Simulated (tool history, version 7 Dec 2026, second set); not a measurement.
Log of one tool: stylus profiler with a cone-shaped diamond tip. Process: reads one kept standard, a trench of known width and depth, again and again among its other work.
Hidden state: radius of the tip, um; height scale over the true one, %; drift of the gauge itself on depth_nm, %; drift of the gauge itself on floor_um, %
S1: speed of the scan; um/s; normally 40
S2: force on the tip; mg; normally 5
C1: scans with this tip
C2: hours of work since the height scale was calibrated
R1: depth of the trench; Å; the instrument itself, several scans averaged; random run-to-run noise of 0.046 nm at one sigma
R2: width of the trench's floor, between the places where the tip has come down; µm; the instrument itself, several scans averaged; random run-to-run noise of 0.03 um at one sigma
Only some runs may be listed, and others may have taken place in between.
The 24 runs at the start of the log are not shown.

{"run": 25, "hour": 444.8, "S1": 14, "S2": 2.64, "C1": 3566, "C2": 13, "R1": 1005, "R2": 48.3}
{"run": 26, "hour": 461.4, "S1": 14, "S2": 11.16, "C1": 3628, "C2": 20, "R1": 1015.9, "R2": 48.32}
{"run": 27, "hour": 473.0, "S1": 14, "S2": 3.16, "C1": 3671, "C2": 25, "R1": 1007.7, "R2": 48.27}
{"run": 28, "hour": 498.1, "S1": 14, "S2": 3.16, "C1": 3765, "C2": 36, "R1": 1006.5, "R2": 48.3}
{"run": 29, "hour": 525.3, "S1": 59, "S2": 14.59, "C1": 3867, "C2": 47, "R1": 1018.2, "R2": 48.21}
{"run": 30, "hour": 549.9, "S1": 59, "S2": 14.59, "C1": 3959, "C2": 58, "R1": 1018.7, "R2": 48.22}
{"run": 31, "hour": 575.8, "S1": 59, "S2": 14.59, "C1": 4056, "C2": 69, "R1": 1018, "R2": 48.25}
{"run": 32, "hour": 595.4, "S1": 30, "S2": 1.76, "C1": 4129, "C2": 78, "R1": 1005.2, "R2": 48.14}
{"run": 33, "hour": 618.3, "S1": 17, "S2": 9.91, "C1": 4214, "C2": 87, "R1": 1014, "R2": 48.27}
{"run": 34, "hour": 638.5, "S1": 17, "S2": 9.91, "C1": 4290, "C2": 96, "R1": 1013.9, "R2": 48.18}
{"run": 35, "hour": 655.0, "S1": 21, "S2": 1.83, "C1": 4352, "C2": 103, "R1": 1004.3, "R2": 48.22}
{"run": 36, "hour": 672.4, "S1": 46, "S2": 14.45, "C1": 4417, "C2": 111, "R1": 1018.5, "R2": 48.24}
{"run": 37, "hour": 684.0, "S1": 46, "S2": 14.45, "C1": 4460, "C2": 116, "R1": 1018, "R2": 48.19}
{"run": 38, "hour": 708.9, "S1": 13, "S2": 6.06, "C1": 4553, "C2": 126, "R1": 1010.5, "R2": 48.2}
{"run": 39, "hour": 734.6, "S1": 30, "S2": 2.98, "C1": 4649, "C2": 137, "R1": 1006.4, "R2": 48.09}

For run 40, what comes out?
{"run": 40, "hour": 759.7, "S1": 83, "S2": 1.7, "C1": 4743, "C2": 148, "R1": "?", "R2": "?"}

Run 40 gave R1 1004.8 Å, R2 47.87 µm.
Without the tool's hidden state the same run would have given R1 1005.3 Å, R2 48.4 µm.
